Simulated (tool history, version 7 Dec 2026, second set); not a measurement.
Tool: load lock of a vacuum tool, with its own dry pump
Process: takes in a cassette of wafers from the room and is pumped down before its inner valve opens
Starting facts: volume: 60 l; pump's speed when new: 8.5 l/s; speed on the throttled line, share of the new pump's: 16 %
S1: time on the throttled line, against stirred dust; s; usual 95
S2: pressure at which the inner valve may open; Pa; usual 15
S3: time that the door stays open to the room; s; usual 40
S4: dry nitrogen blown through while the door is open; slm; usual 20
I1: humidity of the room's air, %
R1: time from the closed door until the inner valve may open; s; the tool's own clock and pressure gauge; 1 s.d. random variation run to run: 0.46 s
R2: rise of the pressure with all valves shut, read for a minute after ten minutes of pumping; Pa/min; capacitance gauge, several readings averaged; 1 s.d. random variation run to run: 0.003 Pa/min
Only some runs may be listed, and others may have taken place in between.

Run 1, hour 0.0: usual settings; I1 40.2. Result: R1 143.8 s, R2 0.083 Pa/min.
Run 2, hour 128.6: usual settings; I1 46.5. Result: R1 143.3 s, R2 0.092 Pa/min.
Run 3, hour 193.0: usual settings; I1 44.6. Result: R1 144.3 s, R2 0.088 Pa/min.
Run 4, hour 276.7: usual settings; I1 46.9. Result: R1 142.5 s, R2 0.099 Pa/min.
Run 5, hour 343.2: usual settings; I1 44.9. Result: R1 144.4 s, R2 0.096 Pa/min.
Run 6, hour 414.8: usual settings but S2 18 Pa; I1 42.5. Result: R1 142.1 s, R2 0.090 Pa/min.
Run 7, hour 503.4: usual settings; I1 47.4. Result: R1 143.3 s, R2 0.092 Pa/min.
Run 8, hour 654.8: usual settings; I1 44.4. Result: R1 143.2 s, R2 0.098 Pa/min.
Run 9, hour 721.4: usual settings; I1 44.5. Result: R1 143.6 s, R2 0.096 Pa/min.
Run 10, hour 814.9: usual settings; I1 43.1. Result: R1 143.3 s, R2 0.098 Pa/min.
Run 11, hour 889.4: usual settings but S1 88 s, S2 19 Pa, S3 150 s, S4 7 slm; I1 45.8. Result: R1 136.4 s, R2 0.139 Pa/min.
Run 12, hour 1006.5: usual settings but S1 70 s, S2 20 Pa, S3 85 s, S4 4 slm; I1 45.7. Result: R1 120.5 s, R2 0.132 Pa/min.
Run 13, hour 1158.2: usual settings but S2 11 Pa, S3 181 s; I1 43.3. Result: R1 146.3 s, R2 0.126 Pa/min.
Run 14, hour 1243.4: usual settings but S4 4 slm; I1 45.6. Result: R1 144.7 s, R2 0.121 Pa/min.
Run 15, hour 1320.3: usual settings but S1 106 s, S2 26 Pa, S4 4 slm; I1 45.1. Result: R1 149.0 s, R2 0.114 Pa/min.
Run 16, hour 1387.6: usual settings but S1 106 s, S2 26 Pa, S3 38 s, S4 4 slm; I1 47.0. Result: R1 149.7 s, R2 0.119 Pa/min.
Run 17, hour 1505.2: usual settings but S3 140 s; I1 47.5. Result: R1 144.2 s, R2 0.132 Pa/min.
Run 18, hour 1624.8: usual settings but S1 49 s, S3 74 s, S4 13 slm; I1 46.7. Result: R1 105.5 s, R2 0.121 Pa/min.
Run 19, hour 1694.9: usual settings but S3 195 s, S4 5 slm; I1 47.9. Result: R1 144.5 s, R2 0.172 Pa/min.
Run 20, hour 1848.3: usual settings but S2 13 Pa, S3 79 s; I1 44.3. Result: R1 144.9 s, R2 0.121 Pa/min.

4 options for the next run, each taken on its own from the tool as it stands now. Forecast them:
Run A, hour 1911.1: usual settings but S2 30 Pa, S3 39 s, S4 4 slm; I1 46.8. Result: R1 ?, R2 ?.
Run B, hour 1911.1: usual settings but S1 71 s, S2 13 Pa, S3 79 s, S4 11 slm; I1 44.7. Result: R1 ?, R2 ?.
Run C, hour 1911.1: usual settings but S2 12 Pa, S3 79 s, S4 11 slm; I1 42.7. Result: R1 ?, R2 ?.
Run D, hour 1911.1: usual settings but S2 12 Pa, S3 75 s, S4 9 slm; I1 41.1. Result: R1 ?, R2 ?.

run     R1     R2
  A  139.5  0.116
  B  126.0  0.132
  C  146.3  0.118
  D  145.0  0.126
Stripped of hidden state, with their random variation kept, the same runs would have yielded:
run     R1     R2
  A  137.9  0.038
  B  124.1  0.053
  C  144.5  0.038
  D  143.2  0.047

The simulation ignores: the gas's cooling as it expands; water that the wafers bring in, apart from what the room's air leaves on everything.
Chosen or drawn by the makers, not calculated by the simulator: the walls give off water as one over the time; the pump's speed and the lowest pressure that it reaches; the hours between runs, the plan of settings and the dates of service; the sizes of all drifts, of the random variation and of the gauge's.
